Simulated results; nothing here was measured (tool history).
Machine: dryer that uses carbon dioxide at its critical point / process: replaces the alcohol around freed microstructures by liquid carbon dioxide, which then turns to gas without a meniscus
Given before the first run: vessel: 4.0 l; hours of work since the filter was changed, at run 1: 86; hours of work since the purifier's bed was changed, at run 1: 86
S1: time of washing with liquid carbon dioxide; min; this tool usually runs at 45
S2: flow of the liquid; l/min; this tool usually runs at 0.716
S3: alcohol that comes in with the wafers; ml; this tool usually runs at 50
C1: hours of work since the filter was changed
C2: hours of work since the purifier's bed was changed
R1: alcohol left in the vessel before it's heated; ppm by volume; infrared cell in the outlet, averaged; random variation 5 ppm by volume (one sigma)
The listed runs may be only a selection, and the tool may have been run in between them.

run	hour	S1	S2	S3	C1	C2	R1
1	0.0	45	0.716	50	86	86	59
2	23.4	47	0.716	50	101	101	51
3	51.8	45	0.716	50	119	119	65
4	82.5	45	0.716	50	138	138	69
5	113.1	45	0.716	50	157	157	78
6	128.6	45	0.716	26	167	167	62
7	147.1	45	0.716	26	179	179	64
8	176.4	51	0.716	50	197	197	56
# hour 208.1: inlet filter changed
9	210.5	51	0.592	50	2	218	87
10	235.2	51	0.592	50	17	234	99
11	260.2	51	0.592	50	33	250	94
12	296.7	45	0.716	50	56	273	88
13	315.7	45	0.716	50	68	285	104
14	347.5	45	0.716	50	88	305	97
15	371.8	45	0.913	39	103	320	64
16	403.6	42	0.716	32	123	340	105
17	431.3	42	0.716	32	141	358	105
18	452.4	35	1.058	45	154	371	84
19	475.4	45	0.661	81	169	385	200
20	503.5	45	0.716	69	186	403	152
21	531.8	45	0.541	76	204	421	392
22	549.7	45	0.764	38	215	432	117
# hour 553.8: inlet filter changed
23	580.8	48	1.064	25	17	451	85
24	610.6	48	1.064	25	36	470	81
25	641.4	48	1.064	25	55	489	95
26	670.8	50	1.064	49	74	508	99
27	702.9	36	0.703	50	94	528	229

Alternative continuations, all from the tool just after run 27; predict every row:
A	732.8	70	0.703	50	113	547	?
B	732.8	36	0.843	50	113	547	?
C	732.8	43	0.565	87	113	547	?

run	R1
A	99
B	164
C	401
With the hidden condition removed and each run's random variation left untouched, the same runs would have given:
run	R1
A	6
B	53
C	244

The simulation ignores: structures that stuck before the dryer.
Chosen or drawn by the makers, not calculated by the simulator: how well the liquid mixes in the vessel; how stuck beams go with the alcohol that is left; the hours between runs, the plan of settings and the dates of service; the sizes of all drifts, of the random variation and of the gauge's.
